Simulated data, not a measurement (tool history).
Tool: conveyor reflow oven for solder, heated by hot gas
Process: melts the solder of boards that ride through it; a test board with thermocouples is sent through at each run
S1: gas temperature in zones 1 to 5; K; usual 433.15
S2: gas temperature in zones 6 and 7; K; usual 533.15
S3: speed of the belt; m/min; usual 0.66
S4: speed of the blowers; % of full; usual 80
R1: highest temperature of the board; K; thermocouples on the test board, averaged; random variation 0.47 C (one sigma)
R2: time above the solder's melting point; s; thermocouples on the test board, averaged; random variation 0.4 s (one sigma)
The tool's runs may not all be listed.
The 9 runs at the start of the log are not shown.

run,hour,S1,S2,S3,S4,R1,R2
10,124.5,433.15,533.15,0.66,80,522.55,45.1
11,141,433.15,533.15,0.66,80,523.15,45.2
12,148.8,433.15,534.15,0.66,80,523.85,46.1
13,164,433.15,534.15,0.66,80,523.55,46.3
14,177.9,433.15,534.15,0.66,80,524.45,46.6
15,192.4,433.15,533.15,0.66,80,523.35,45.1
16,203.9,433.15,533.15,0.66,80,522.75,45
17,216.9,418.15,527.15,0.66,80,515.85,37.2
18,228.1,428.15,526.15,0.66,80,515.55,39.4
19,236.2,428.15,526.15,0.66,80,515.35,39.6
20,247,422.15,528.15,0.693,90,516.55,36.3
21,256.7,448.15,533.15,0.642,80,524.65,52.7
22,274.4,448.15,533.15,0.642,80,524.65,52.3
23,286.7,448.15,533.15,0.642,80,524.55,52.3
24,296,438.15,533.15,0.66,89,524.45,47.3
25,304.2,432.15,533.15,0.732,66,518.05,36.3
26,312,432.15,533.15,0.732,66,518.55,35.9
27,327.2,432.15,546.15,0.732,57,528.35,41
28,342,432.15,546.15,0.732,57,527.65,41.3
29,357.4,433.15,533.15,0.781,80,518.25,34.5
30,374.1,433.15,533.15,0.781,80,518.65,33.9

Consider 3 possible next runs. They are alternatives, not a sequence: every one starts from the tool as it was left by run 30. What does each give?
A,386.7,433.15,533.15,0.66,80,?,?
B,386.7,433.15,545.15,0.587,80,?,?
C,386.7,432.15,533.15,0.66,80,?,?

run,R1,R2
A,521.85,45.2
B,536.95,59.4
C,522.05,44.6
What these runs would have given with no unlogged condition in the tool:
run,R1,R2
A,523.85,45.9
B,538.85,59.6
C,524.05,45.4

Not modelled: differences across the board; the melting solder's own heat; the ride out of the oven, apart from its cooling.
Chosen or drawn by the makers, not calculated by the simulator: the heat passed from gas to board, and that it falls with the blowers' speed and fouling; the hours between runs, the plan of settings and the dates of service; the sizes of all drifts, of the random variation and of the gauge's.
